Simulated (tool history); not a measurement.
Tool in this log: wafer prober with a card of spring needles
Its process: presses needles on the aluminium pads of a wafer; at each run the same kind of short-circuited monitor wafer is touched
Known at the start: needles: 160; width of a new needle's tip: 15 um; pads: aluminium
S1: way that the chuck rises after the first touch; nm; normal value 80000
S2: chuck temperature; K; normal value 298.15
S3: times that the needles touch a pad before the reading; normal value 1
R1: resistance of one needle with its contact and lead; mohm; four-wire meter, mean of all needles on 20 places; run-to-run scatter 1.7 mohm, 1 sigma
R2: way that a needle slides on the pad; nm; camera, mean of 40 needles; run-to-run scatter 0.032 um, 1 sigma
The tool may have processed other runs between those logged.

Run 1, day 0.000: usual settings. Result: R1 172 mohm, R2 18670 nm.
At day 0.721: tips cleaned on abrasive film.
Run 2, day 0.925: usual settings. Result: R1 236 mohm, R2 18640 nm.
At day 1.471: tips cleaned on abrasive film.
At day 2.225: tips cleaned on abrasive film.
Run 3, day 2.321: usual settings. Result: R1 206 mohm, R2 18610 nm.
At day 2.950: tips cleaned on abrasive film.
Run 4, day 3.421: usual settings. Result: R1 266 mohm, R2 18620 nm.
At day 3.683: tips cleaned on abrasive film.
At day 4.138: height of the first contact set anew.
Run 5, day 4.196: usual settings but S3 2. Result: R1 231 mohm, R2 19260 nm.
At day 4.479: tips cleaned on abrasive film.
Run 6, day 4.850: usual settings but S3 2. Result: R1 221 mohm, R2 19270 nm.
At day 5.267: tips cleaned on abrasive film.
Run 7, day 5.425: usual settings but S3 2. Result: R1 196 mohm, R2 19210 nm.
At day 6.004: tips cleaned on abrasive film.
Run 8, day 6.004: usual settings. Result: R1 183 mohm, R2 19150 nm.
At day 6.846: tips cleaned on abrasive film.
Run 9, day 6.946: usual settings. Result: R1 208 mohm, R2 19120 nm.
At day 7.579: tips cleaned on abrasive film.
Run 10, day 8.196: usual settings but S2 302.15 K. Result: R1 281 mohm, R2 19120 nm.
At day 8.346: tips cleaned on abrasive film.
At day 9.079: tips cleaned on abrasive film.
Run 11, day 9.079: usual settings but S2 302.15 K. Result: R1 183 mohm, R2 19150 nm.
At day 9.846: tips cleaned on abrasive film.
Run 12, day 9.946: usual settings but S3 2. Result: R1 194 mohm, R2 19120 nm.
At day 10.579: tips cleaned on abrasive film.
Run 13, day 10.975: usual settings but S1 73000 nm, S2 300.15 K, S3 2. Result: R1 237 mohm, R2 17380 nm.
At day 11.362: tips cleaned on abrasive film.
At day 12.162: tips cleaned on abrasive film.
Run 14, day 12.342: usual settings but S1 73000 nm, S2 300.15 K, S3 2. Result: R1 210 mohm, R2 17350 nm.
At day 12.896: tips cleaned on abrasive film.
Run 15, day 13.450: usual settings but S2 312.15 K. Result: R1 277 mohm, R2 19010 nm.
At day 13.704: tips cleaned on abrasive film.
At day 14.429: tips cleaned on abrasive film.
Run 16, day 14.508: usual settings but S2 312.15 K. Result: R1 208 mohm, R2 18910 nm.
At day 15.171: tips cleaned on abrasive film.
Run 17, day 15.883: usual settings but S1 65000 nm. Result: R1 340 mohm, R2 15270 nm.
At day 16.004: tips cleaned on abrasive film.
At day 16.742: tips cleaned on abrasive film.
Run 18, day 17.279: usual settings but S1 65000 nm. Result: R1 345 mohm, R2 15240 nm.
At day 17.550: tips cleaned on abrasive film.
At day 18.283: tips cleaned on abrasive film.
Run 19, day 18.533: usual settings but S2 398.15 K, S3 2. Result: R1 227 mohm, R2 18810 nm.
At day 19.042: tips cleaned on abrasive film.
Run 20, day 19.338: usual settings but S1 72000 nm, S2 385.15 K. Result: R1 276 mohm, R2 16870 nm.
At day 19.817: tips cleaned on abrasive film.
Run 21, day 20.262: usual settings but S1 100000 nm, S3 3. Result: R1 188 mohm, R2 23660 nm.
At day 20.550: tips cleaned on abrasive film.
At day 21.321: tips cleaned on abrasive film.
Run 22, day 21.588: usual settings but S1 83000 nm, S2 320.15 K. Result: R1 243 mohm, R2 19450 nm.
At day 22.058: tips cleaned on abrasive film.
Run 23, day 22.525: usual settings but S1 83000 nm, S2 320.15 K. Result: R1 270 mohm, R2 19450 nm.

4 ways to go on from here, each from the tool as it stands after run 23. What would each give?
At day 22.788: tips cleaned on abrasive film.
Run A, day 23.354: usual settings but S2 302.15 K. Result: R1 ?, R2 ?.
At day 22.788: tips cleaned on abrasive film.
Run B, day 23.354: usual settings but S1 79000 nm, S2 302.15 K. Result: R1 ?, R2 ?.
At day 22.788: tips cleaned on abrasive film.
Run C, day 23.354: usual settings but S2 342.15 K. Result: R1 ?, R2 ?.
At day 22.788: tips cleaned on abrasive film.
Run D, day 23.354: usual settings but S1 68000 nm, S2 320.15 K, S3 2. Result: R1 ?, R2 ?.

run   R1     R2
  A  289  18700
  B  300  18460
  C  291  18720
  D  278  15780
Stripped of hidden state, with their random variation kept, the same runs would have yielded:
run   R1     R2
  A  166  19250
  B  171  19010
  C  175  19270
  D  177  16330

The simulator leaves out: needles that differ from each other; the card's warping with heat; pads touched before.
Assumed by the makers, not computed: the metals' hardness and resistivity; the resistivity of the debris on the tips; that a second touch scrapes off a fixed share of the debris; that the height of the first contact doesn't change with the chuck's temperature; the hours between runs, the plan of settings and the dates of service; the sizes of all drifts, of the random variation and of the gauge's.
